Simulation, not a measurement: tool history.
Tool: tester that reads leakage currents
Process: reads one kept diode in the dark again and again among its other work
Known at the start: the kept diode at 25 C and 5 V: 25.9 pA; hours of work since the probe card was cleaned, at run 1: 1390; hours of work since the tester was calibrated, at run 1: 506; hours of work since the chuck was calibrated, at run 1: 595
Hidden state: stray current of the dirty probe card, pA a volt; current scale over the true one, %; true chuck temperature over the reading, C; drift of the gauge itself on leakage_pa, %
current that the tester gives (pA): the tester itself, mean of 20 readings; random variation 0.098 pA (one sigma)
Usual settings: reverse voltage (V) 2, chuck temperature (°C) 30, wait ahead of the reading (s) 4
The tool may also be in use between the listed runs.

run	hour	reverse voltage (V)	chuck temperature (°C)	wait ahead of the reading (s)	hours of work since the probe card was cleaned	hours of work since the tester was calibrated	hours of work since the chuck was calibrated	current that the tester gives (pA)
1	0	2	30	4	1390	506	595	27.95
2	33	2	49	4	1412	528	617	105.61
3	48.7	1.17	49	4	1422	538	627	88.29
4	66.9	2	30	4	1434	550	639	27.9
5	83.8	2	30	4	1445	561	650	28.3
6	112.2	2	30	1.15	1464	580	669	28.14
7	136.5	2	30	1.15	1480	596	685	28.36
8	156.6	5.23	30	4	1493	609	698	38.71
9	188.8	2.24	30	4	1515	630	720	29.2
10	214.6	2.24	30	4	1532	647	737	29.23
11	246.8	2.24	30	4	1553	669	758	29.12
12	261.1	2.24	30	4	1562	678	767	29.1
13	280.4	2.24	30	4	1575	691	780	29.18
14	297	2.24	30	4	1586	702	791	29.06
15	321.2	2.24	30	4	1602	718	807	29.02
16	341.9	2.24	30	4	1616	732	821	29.07
17	369.5	2	30	6.52	1634	750	839	28.12
18	390	2	30	6.52	1648	763	853	27.95
19	421.8	2	52	4	1669	784	874	129.01
20	442.8	2	30	4	1682	798	887	27.93
21	471.3	2	51	4	1701	817	906	121.17
22	502.6	2	33	2.79	1722	838	927	34.91
23	526.2	5.17	30	4	1738	853	943	38.7
24	543.9	1.62	36	1.42	1749	865	954	40.6
25	569	2.27	30	1.72	1766	882	971	29.47
26	590.1	13.59	30	4	1780	895	985	53.81
27	609.8	13.59	30	4	1793	908	998	53.65
28	623.9	2.39	30	2.13	1802	918	1007	29.74
29	650	16.34	52	4	1819	935	1024	261.09
30	682.1	16.34	52	4	1841	956	1046	260.56
31	712.8	10.02	29	1.45	1861	977	1066	45.56
32	743.3	10.02	29	1.45	1881	997	1086	45.82
33	765	15.98	47	1.45	1895	1011	1100	188.64
34	794.7	15.98	47	1.45	1915	1031	1120	187.96
35	813.5	3.49	53	1.58	1927	1043	1132	167.07
36	834.6	18.31	22	1.13	1941	1057	1146	35.02
37	861.9	7.49	23	9.03	1959	1075	1164	25.61
38	876.4	6.56	26	3.38	1969	1085	1174	31.13
39	906.2	2.3	30	0.41	1989	1104	1194	30.33

Hidden state or all else? Some run-to-run changes of current that the tester gives (pA), split into what the settings, what came in and random variation would give without the hidden state, and what is left for the hidden state (with any gauge scatter that isn't in both results):
Run 27 -> 28: reverse voltage (V) 13.59 -> 2.39, wait ahead of the reading (s) 4 -> 2.13. current that the tester gives (pA) -23.91: hidden state -0.08, all else -23.83.
Run 28 -> 29: reverse voltage (V) 2.39 -> 16.34, chuck temperature (°C) 30 -> 52, wait ahead of the reading (s) 2.13 -> 4. current that the tester gives (pA) +231.35: hidden state +0.05, all else +231.3.
Run 30 -> 31: reverse voltage (V) 16.34 -> 10.02, chuck temperature (°C) 52 -> 29, wait ahead of the reading (s) 4 -> 1.45. current that the tester gives (pA) -215: hidden state +0.01, all else -215.01.
Run 32 -> 33: reverse voltage (V) 10.02 -> 15.98, chuck temperature (°C) 29 -> 47. current that the tester gives (pA) +142.82: hidden state +0, all else +142.82.
Run 34 -> 35: reverse voltage (V) 15.98 -> 3.49, chuck temperature (°C) 47 -> 53, wait ahead of the reading (s) 1.45 -> 1.58. current that the tester gives (pA) -20.89: hidden state -0.08, all else -20.81.
Run 35 -> 36: reverse voltage (V) 3.49 -> 18.31, chuck temperature (°C) 53 -> 22, wait ahead of the reading (s) 1.58 -> 1.13. current that the tester gives (pA) -132.05: hidden state +0.15, all else -132.2.
